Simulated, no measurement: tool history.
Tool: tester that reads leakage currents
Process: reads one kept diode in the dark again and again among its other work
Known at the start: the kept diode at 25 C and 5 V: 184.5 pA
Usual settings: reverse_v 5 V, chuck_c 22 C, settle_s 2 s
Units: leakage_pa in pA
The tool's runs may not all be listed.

run,hour,reverse_v,chuck_c,settle_s,leakage_pa
1,0,5,22,2,129.98
2,16.4,1.14,22,2,68.45
3,37.9,5,22,2,129.41
4,68,7.62,22,2,156.05
5,91.1,5,22,2,129.57
6,116.5,5,22,2,129.09
7,137.5,6.96,22,2,149.94
8,166.5,6.96,22,2,149.23
9,189,1.53,22,2,77.56
10,208.6,1.53,22,2,76.91
11,235,5,22,2,128.91
12,269,5,22,2,128.63
13,298.5,5,45,2,775.03
14,332.1,5,45,2,772.72
15,353.2,2.59,45,2,581.35
16,373.9,2.59,45,2,579.85
17,393.3,13.68,50,2.82,1710.12
18,412.4,13.68,50,2.82,1695.85
19,427.4,13.68,50,2.82,1702.3
20,452.4,3.09,29,1.91,184.76
21,486.4,2.57,22,2,95.74
22,502.6,1.1,55,0.73,808.55
23,521.9,4.34,30,8.56,230.58
24,542.8,4.34,30,8.56,231.51
25,560.5,5,57,7.18,1768.31
26,579.6,5,57,7.18,1780.78
27,595.7,2.35,21,4.12,83.91
28,622.1,2.35,21,4.12,84.63
29,642.3,2.35,21,4.12,84.26

Some steps in leakage_pa between neighbouring runs. How much of each would the tool show without its hidden state too (settings, what came in, random variation), and how much is left for the hidden state, with any gauge scatter that isn't in both results?
The hidden state here: stray current of the dirty probe card, pA a volt; current scale over the true one, %; true chuck temperature over the reading, C; drift of the gauge itself on leakage_pa, %.
Run 24 -> 25: reverse_v 4.34 -> 5, chuck_c 30 -> 57, settle_s 8.56 -> 7.18. leakage_pa +1536.8 pA: hidden state -165.32, all else +1702.12.
Run 26 -> 27: reverse_v 5 -> 2.35, chuck_c 57 -> 21, settle_s 7.18 -> 4.12. leakage_pa -1696.87 pA: hidden state +186.02, all else -1882.89.

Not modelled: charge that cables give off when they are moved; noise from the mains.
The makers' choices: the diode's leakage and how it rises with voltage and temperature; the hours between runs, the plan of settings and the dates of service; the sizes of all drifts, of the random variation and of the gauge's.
